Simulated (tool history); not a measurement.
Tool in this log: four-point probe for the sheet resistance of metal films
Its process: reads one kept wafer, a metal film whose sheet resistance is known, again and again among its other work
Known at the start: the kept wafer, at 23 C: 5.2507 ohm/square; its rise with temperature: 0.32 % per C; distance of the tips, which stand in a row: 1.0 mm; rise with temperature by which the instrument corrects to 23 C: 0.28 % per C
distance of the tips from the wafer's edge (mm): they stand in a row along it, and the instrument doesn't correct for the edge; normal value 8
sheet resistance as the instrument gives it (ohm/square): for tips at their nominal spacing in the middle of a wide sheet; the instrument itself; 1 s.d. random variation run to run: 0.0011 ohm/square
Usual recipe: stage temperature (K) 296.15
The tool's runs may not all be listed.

| run | hour | stage temperature (K) | distance of the tips from the wafer's edge (mm) | sheet resistance as the instrument gives it (ohm/square) |
|---|---|---|---|---|
| 1 | 0.0 | 296.15 | 8 | 5.260122 |
| 2 | 103.4 | 296.15 | 16 | 5.225092 |
| 3 | 218.1 | 296.15 | 16 | 5.222291 |
| 4 | 296.2 | 296.15 | 16 | 5.219832 |
| 5 | 415.2 | 296.15 | 16 | 5.220441 |
|  | 475.6 | new probe head fitted |
| 6 | 475.6 | 296.15 | 8 | 5.279915 |
| 7 | 560.3 | 296.15 | 8 | 5.279111 |
| 8 | 639.9 | 296.15 | 8 | 5.278110 |
| 9 | 731.3 | 304.15 | 8 | 5.298325 |
| 10 | 788.6 | 304.15 | 8 | 5.293117 |
| 11 | 895.9 | 296.15 | 4 | 5.400780 |
|  | 937.8 | stage's thermometer calibrated |
| 12 | 1010.6 | 296.15 | 8 | 5.277971 |
| 13 | 1060.9 | 296.15 | 8 | 5.277611 |
| 14 | 1115.0 | 296.15 | 57 | 5.236326 |
| 15 | 1188.0 | 296.15 | 57 | 5.232416 |
| 16 | 1259.0 | 295.15 | 57 | 5.229191 |
| 17 | 1370.5 | 295.15 | 42 | 5.227772 |
| 18 | 1470.8 | 296.15 | 8 | 5.269301 |
| 19 | 1581.7 | 303.15 | 8 | 5.285837 |
| 20 | 1675.0 | 303.15 | 8 | 5.283456 |
| 21 | 1727.2 | 303.15 | 8 | 5.284733 |
| 22 | 1795.6 | 296.15 | 8 | 5.265408 |
| 23 | 1901.8 | 296.15 | 8 | 5.263217 |
| 24 | 1960.6 | 303.15 | 4 | 5.408325 |
| 25 | 2081.9 | 299.15 | 46 | 5.226372 |
| 26 | 2145.1 | 292.15 | 4 | 5.375589 |
| 27 | 2262.2 | 299.15 | 4 | 5.392520 |
| 28 | 2315.4 | 299.15 | 4 | 5.391678 |
| 29 | 2395.8 | 294.15 | 37 | 5.210883 |
| 30 | 2452.5 | 292.15 | 11 | 5.224490 |
| 31 | 2521.3 | 292.15 | 10 | 5.228040 |
| 32 | 2583.6 | 306.15 | 14 | 5.246742 |
| 33 | 2664.5 | 306.15 | 14 | 5.245284 |
| 34 | 2775.4 | 306.15 | 14 | 5.245063 |
| 35 | 2865.0 | 295.15 | 8 | 5.245804 |
| 36 | 2935.7 | 298.15 | 27 | 5.212016 |
| 37 | 3004.3 | 298.15 | 27 | 5.211974 |
| 38 | 3088.6 | 298.15 | 27 | 5.209935 |
| 39 | 3204.4 | 298.15 | 27 | 5.206759 |
| 40 | 3318.9 | 298.15 | 27 | 5.206341 |
| 41 | 3432.4 | 304.15 | 8 | 5.258157 |
|  | 3494.1 | stage's thermometer calibrated |
| 42 | 3523.8 | 305.15 | 73 | 5.220178 |
| 43 | 3591.5 | 299.15 | 37 | 5.205806 |
| 44 | 3687.0 | 302.15 | 8 | 5.252528 |
| 45 | 3798.7 | 299.15 | 13 | 5.217647 |

Each run again, without the hidden state but with its own random variation kept:
The tool's hidden condition here consists of: inner tips' distance over the nominal, %; tips' flats over new ones', %; wafer's true temperature over the reading, C; drift of the gauge itself on sheet_ohm, %.
| run | sheet resistance as the instrument gives it (ohm/square) |
|---|---|
| 1 | 5.296356 |
| 2 | 5.262730 |
| 3 | 5.261790 |
| 4 | 5.260498 |
| 5 | 5.262895 |
| 6 | 5.293578 |
| 7 | 5.294073 |
| 8 | 5.294386 |
| 9 | 5.316077 |
| 10 | 5.311768 |
| 11 | 5.421698 |
| 12 | 5.294578 |
| 13 | 5.294935 |
| 14 | 5.254403 |
| 15 | 5.251709 |
| 16 | 5.249563 |
| 17 | 5.249966 |
| 18 | 5.293136 |
| 19 | 5.311515 |
| 20 | 5.310737 |
| 21 | 5.312843 |
| 22 | 5.294546 |
| 23 | 5.294133 |
| 24 | 5.440881 |
| 25 | 5.259816 |
| 26 | 5.411036 |
| 27 | 5.430009 |
| 28 | 5.430007 |
| 29 | 5.249302 |
| 30 | 5.264050 |
| 31 | 5.268817 |
| 32 | 5.288515 |
| 33 | 5.288356 |
| 34 | 5.289841 |
| 35 | 5.292011 |
| 36 | 5.259090 |
| 37 | 5.260258 |
| 38 | 5.259604 |
| 39 | 5.258335 |
| 40 | 5.259697 |
| 41 | 5.313834 |
| 42 | 5.272534 |
| 43 | 5.259171 |
| 44 | 5.307838 |
| 45 | 5.274471 |
